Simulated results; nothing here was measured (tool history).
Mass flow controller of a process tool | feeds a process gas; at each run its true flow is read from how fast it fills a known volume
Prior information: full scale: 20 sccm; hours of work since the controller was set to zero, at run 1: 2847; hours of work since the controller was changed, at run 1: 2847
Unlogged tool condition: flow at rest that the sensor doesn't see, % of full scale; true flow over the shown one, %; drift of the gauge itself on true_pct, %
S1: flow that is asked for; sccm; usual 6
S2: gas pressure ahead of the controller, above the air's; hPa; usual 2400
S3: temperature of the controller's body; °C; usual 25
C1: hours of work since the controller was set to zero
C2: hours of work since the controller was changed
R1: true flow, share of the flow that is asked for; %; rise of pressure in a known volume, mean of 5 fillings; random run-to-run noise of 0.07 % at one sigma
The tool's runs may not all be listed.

| run | hour | S1 | S2 | S3 | C1 | C2 | R1 |
|---|---|---|---|---|---|---|---|
| 1 | 0.0 | 6 | 2400 | 25 | 2847 | 2847 | 97.89 |
| 2 | 94.9 | 6 | 2400 | 25 | 2903 | 2903 | 97.90 |
| 3 | 217.8 | 6 | 2400 | 25 | 2975 | 2975 | 97.83 |
| 4 | 306.6 | 6 | 2400 | 25 | 3027 | 3027 | 97.74 |
| 5 | 449.9 | 6 | 2400 | 25 | 3110 | 3110 | 97.67 |
| 6 | 534.2 | 6 | 2400 | 25 | 3160 | 3160 | 97.68 |
| 7 | 644.7 | 6 | 2400 | 25 | 3224 | 3224 | 97.80 |
| 8 | 708.3 | 6 | 2400 | 25 | 3262 | 3262 | 97.71 |
| 9 | 804.7 | 7 | 2400 | 25 | 3318 | 3318 | 97.79 |
| 10 | 942.9 | 6 | 2400 | 25 | 3399 | 3399 | 97.60 |
| 11 | 1038.5 | 6 | 2400 | 25 | 3455 | 3455 | 97.51 |
| 12 | 1138.3 | 6 | 2400 | 25 | 3513 | 3513 | 97.55 |
| 13 | 1265.6 | 6 | 2400 | 25 | 3588 | 3588 | 97.56 |
| 14 | 1380.2 | 5 | 2400 | 25 | 3655 | 3655 | 97.23 |
| 15 | 1467.9 | 3 | 1600 | 35 | 3706 | 3706 | 94.60 |
| 16 | 1532.9 | 3 | 1600 | 31 | 3744 | 3744 | 95.03 |
| 17 | 1630.1 | 6 | 2750 | 37 | 3801 | 3801 | 96.51 |
| 18 | 1715.7 | 9 | 1720 | 27 | 3851 | 3851 | 97.50 |
| 19 | 1845.5 | 9 | 1690 | 27 | 3927 | 3927 | 97.47 |
| 20 | 1924.2 | 9 | 2380 | 25 | 3973 | 3973 | 97.99 |

Run 21 is up next; what results do you expect?
| 21 | 2022.7 | 6 | 1770 | 37 | 4031 | 4031 | ? |

R1: 95.81 %
With no hidden state in the tool, this same run would have given R1 97.69 %.

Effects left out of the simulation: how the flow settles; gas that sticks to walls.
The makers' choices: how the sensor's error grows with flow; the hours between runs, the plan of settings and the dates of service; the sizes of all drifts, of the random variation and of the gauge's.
